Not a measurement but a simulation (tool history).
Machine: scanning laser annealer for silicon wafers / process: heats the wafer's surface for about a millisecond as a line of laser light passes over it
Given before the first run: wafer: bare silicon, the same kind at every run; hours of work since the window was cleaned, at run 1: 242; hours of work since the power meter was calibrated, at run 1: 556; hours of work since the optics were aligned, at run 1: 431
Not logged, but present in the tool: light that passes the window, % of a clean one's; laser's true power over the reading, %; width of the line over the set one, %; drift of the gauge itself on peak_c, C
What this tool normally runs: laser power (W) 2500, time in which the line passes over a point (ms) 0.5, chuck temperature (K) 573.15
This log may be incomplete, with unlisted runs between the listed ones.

run,hour,laser power (W),time in which the line passes over a point (ms),chuck temperature (K),hours of work since the window was cleaned,hours of work since the power meter was calibrated,hours of work since the optics were aligned,highest temperature of the surface (K)
1,0,2500,0.5,573.15,242,556,431,1297.15
2,32.2,2500,0.5,573.15,265,579,453,1299.15
3,64.3,2367,0.5,573.15,287,601,475,1247.15
4,106.7,2367,0.5,573.15,316,630,504,1252.15
5,155.8,2367,0.5,573.15,350,664,538,1252.15
6,184.4,2367,0.5,573.15,370,684,558,1255.15
7,208.4,2500,0.616,573.15,386,700,574,1367.15
8,234.2,2500,0.5,548.15,404,718,592,1277.15
9,266.4,2500,0.5,554.15,426,740,614,1281.15
10,298.9,2354,0.5,573.15,449,763,637,1246.15
11,328.5,2354,0.5,552.15,469,783,657,1226.15
12,368.1,2354,0.5,552.15,496,810,685,1226.15
13,392.9,2354,0.5,552.15,513,827,702,1225.15
14,420.3,2354,0.5,552.15,532,846,721,1227.15

Forecast run 15:
15,464.6,2500,0.5,569.15,563,877,751,?

highest temperature of the surface (K): 1297.15
Without the tool's hidden state the same run would have given highest temperature of the surface (K) 1298.15.
